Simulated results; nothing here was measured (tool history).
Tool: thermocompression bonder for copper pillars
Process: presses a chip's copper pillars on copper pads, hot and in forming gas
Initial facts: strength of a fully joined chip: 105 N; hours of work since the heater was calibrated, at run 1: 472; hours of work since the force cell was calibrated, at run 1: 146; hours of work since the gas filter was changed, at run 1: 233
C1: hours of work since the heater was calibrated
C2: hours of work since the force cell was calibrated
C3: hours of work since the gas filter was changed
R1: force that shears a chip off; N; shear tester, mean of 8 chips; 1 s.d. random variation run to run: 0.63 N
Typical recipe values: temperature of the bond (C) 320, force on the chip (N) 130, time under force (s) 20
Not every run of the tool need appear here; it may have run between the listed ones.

{"run": 1, "hour": 0.0, "temperature of the bond (C)": 320, "force on the chip (N)": 130, "time under force (s)": 20, "C1": 472, "C2": 146, "C3": 233, "R1": 61.8}
{"run": 2, "hour": 4.8, "temperature of the bond (C)": 320, "force on the chip (N)": 130, "time under force (s)": 20, "C1": 476, "C2": 150, "C3": 237, "R1": 61.7}
{"run": 3, "hour": 12.9, "temperature of the bond (C)": 320, "force on the chip (N)": 130, "time under force (s)": 20, "C1": 482, "C2": 156, "C3": 243, "R1": 62.2}
{"run": 4, "hour": 20.1, "temperature of the bond (C)": 320, "force on the chip (N)": 130, "time under force (s)": 20, "C1": 488, "C2": 162, "C3": 249, "R1": 61.1}
{"run": 5, "hour": 29.2, "temperature of the bond (C)": 320, "force on the chip (N)": 130, "time under force (s)": 20, "C1": 495, "C2": 169, "C3": 256, "R1": 61.8}
{"run": 6, "hour": 39.5, "temperature of the bond (C)": 320, "force on the chip (N)": 130, "time under force (s)": 20, "C1": 503, "C2": 177, "C3": 264, "R1": 60.9}
{"run": 7, "hour": 44.9, "temperature of the bond (C)": 320, "force on the chip (N)": 130, "time under force (s)": 20, "C1": 507, "C2": 181, "C3": 268, "R1": 60.8}
{"run": 8, "hour": 52.9, "temperature of the bond (C)": 320, "force on the chip (N)": 130, "time under force (s)": 20, "C1": 513, "C2": 187, "C3": 274, "R1": 60.2}
{"run": 9, "hour": 57.9, "temperature of the bond (C)": 320, "force on the chip (N)": 130, "time under force (s)": 20, "C1": 517, "C2": 191, "C3": 278, "R1": 60}
{"run": 10, "hour": 64.0, "temperature of the bond (C)": 320, "force on the chip (N)": 130, "time under force (s)": 20, "C1": 522, "C2": 195, "C3": 282, "R1": 60.8}
{"run": 11, "hour": 73.0, "temperature of the bond (C)": 320, "force on the chip (N)": 130, "time under force (s)": 20, "C1": 528, "C2": 202, "C3": 289, "R1": 60.9}
{"run": 12, "hour": 83.1, "temperature of the bond (C)": 320, "force on the chip (N)": 130, "time under force (s)": 20, "C1": 536, "C2": 210, "C3": 297, "R1": 60}
{"run": 13, "hour": 90.8, "temperature of the bond (C)": 320, "force on the chip (N)": 97, "time under force (s)": 20, "C1": 542, "C2": 216, "C3": 303, "R1": 48.7}
{"run": 14, "hour": 97.7, "temperature of the bond (C)": 320, "force on the chip (N)": 97, "time under force (s)": 20, "C1": 547, "C2": 221, "C3": 308, "R1": 49.6}
{"run": 15, "hour": 104.2, "temperature of the bond (C)": 320, "force on the chip (N)": 130, "time under force (s)": 29, "C1": 553, "C2": 226, "C3": 313, "R1": 65.3}
{"run": 16, "hour": 113.5, "temperature of the bond (C)": 320, "force on the chip (N)": 136, "time under force (s)": 20, "C1": 560, "C2": 233, "C3": 320, "R1": 60.1}
{"run": 17, "hour": 122.6, "temperature of the bond (C)": 327, "force on the chip (N)": 130, "time under force (s)": 20, "C1": 567, "C2": 240, "C3": 327, "R1": 63.4}
{"run": 18, "hour": 131.1, "temperature of the bond (C)": 327, "force on the chip (N)": 130, "time under force (s)": 20, "C1": 573, "C2": 247, "C3": 334, "R1": 62.4}
{"run": 19, "hour": 137.0, "temperature of the bond (C)": 327, "force on the chip (N)": 130, "time under force (s)": 20, "C1": 578, "C2": 252, "C3": 339, "R1": 64.1}
{"run": 20, "hour": 142.5, "temperature of the bond (C)": 327, "force on the chip (N)": 130, "time under force (s)": 20, "C1": 582, "C2": 256, "C3": 343, "R1": 63.2}

Run 21, settings as shown, results not yet in. Your forecast:
{"hour": 144.5, "done": "force cell calibrated"}
{"run": 21, "hour": 152.8, "temperature of the bond (C)": 324, "force on the chip (N)": 102, "time under force (s)": 24, "C1": 589, "C2": 6, "C3": 349, "R1": "?"}

Logged for run 21: R1 54.7 N.
Were there no unlogged condition in the tool, this run, its random variation unchanged, would have produced R1 66.9 N.
